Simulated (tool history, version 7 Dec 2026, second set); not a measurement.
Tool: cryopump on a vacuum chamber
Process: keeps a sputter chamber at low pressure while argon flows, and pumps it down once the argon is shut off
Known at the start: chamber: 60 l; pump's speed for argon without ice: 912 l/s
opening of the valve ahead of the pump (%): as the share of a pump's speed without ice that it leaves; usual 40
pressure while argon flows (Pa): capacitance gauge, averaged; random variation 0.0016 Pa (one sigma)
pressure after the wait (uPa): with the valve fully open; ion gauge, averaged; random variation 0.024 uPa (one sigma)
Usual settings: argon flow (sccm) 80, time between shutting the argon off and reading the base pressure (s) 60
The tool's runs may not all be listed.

run	day	argon flow (sccm)	time between shutting the argon off and reading the base pressure (s)	opening of the valve ahead of the pump (%)	pressure while argon flows (Pa)	pressure after the wait (uPa)
1	0	80	60	40	0.4033	1.5
2	1.212	80	60	40	0.407	1.56
3	2.483	80	20	40	0.4085	2.88
4	4.042	80	257	40	0.4102	1.19
5	4.867	80	35	40	0.4106	2.11
6	5.829	80	35	40	0.4106	2.14
7	7.362	80	60	35	0.4666	1.76
8	8.071	80	60	40	0.4137	1.81
9	9.029	80	60	40	0.4183	1.82
10	9.721	80	60	40	0.4153	1.83
11	11.188	80	60	40	0.4201	1.89
12	12.762	80	60	40	0.4225	1.89
13	14.292	80	60	40	0.426	1.95
14	15.65	121	60	40	0.6503	1.99
15	17.088	121	60	40	0.6535	2.1
16	18.758	121	60	40	0.6547	2.2
17	19.833	121	60	40	0.6537	2.2
18	21.246	91	60	19	0.9608	2.34
19	22.121	56	114	22	0.5199	1.99
20	23.192	56	114	22	0.5277	2.1
21	24.104	44	23	27	0.3429	3.39
22	25.308	44	23	27	0.3415	3.27
23	26.5	136	46	19	1.4597	2.59
24	27.333	136	80	27	1.0674	2.3
# day 28.25: pump warmed up, emptied and cooled again
25	28.408	101	46	27	0.697	2.03
26	29.371	101	46	27	0.6927	2.01
27	30.45	101	46	27	0.7027	2.14
28	32.104	101	46	27	0.698	2.13
29	33.571	37	60	40	0.1744	2
30	34.525	37	60	40	0.1757	1.93
31	35.779	58	60	16	0.6757	2.03
32	36.946	44	40	17	0.4831	2.44
33	38.146	79	38	60	0.2548	2.54

4 ways to go on from here, each from the tool as it stands after run 33. What would each give?
A	39.804	72	60	40	?	?
B	39.804	33	263	19	?	?
C	39.804	41	38	60	?	?
D	39.804	58	36	40	?	?

run	pressure while argon flows (Pa)	pressure after the wait (uPa)
A	0.3459	2.15
B	0.3278	1.71
C	0.1332	2.48
D	0.2784	2.48
Without the tool's hidden state the same runs would have given:
run	pressure while argon flows (Pa)	pressure after the wait (uPa)
A	0.3345	0.89
B	0.3226	0.44
C	0.1266	1.25
D	0.2692	1.23
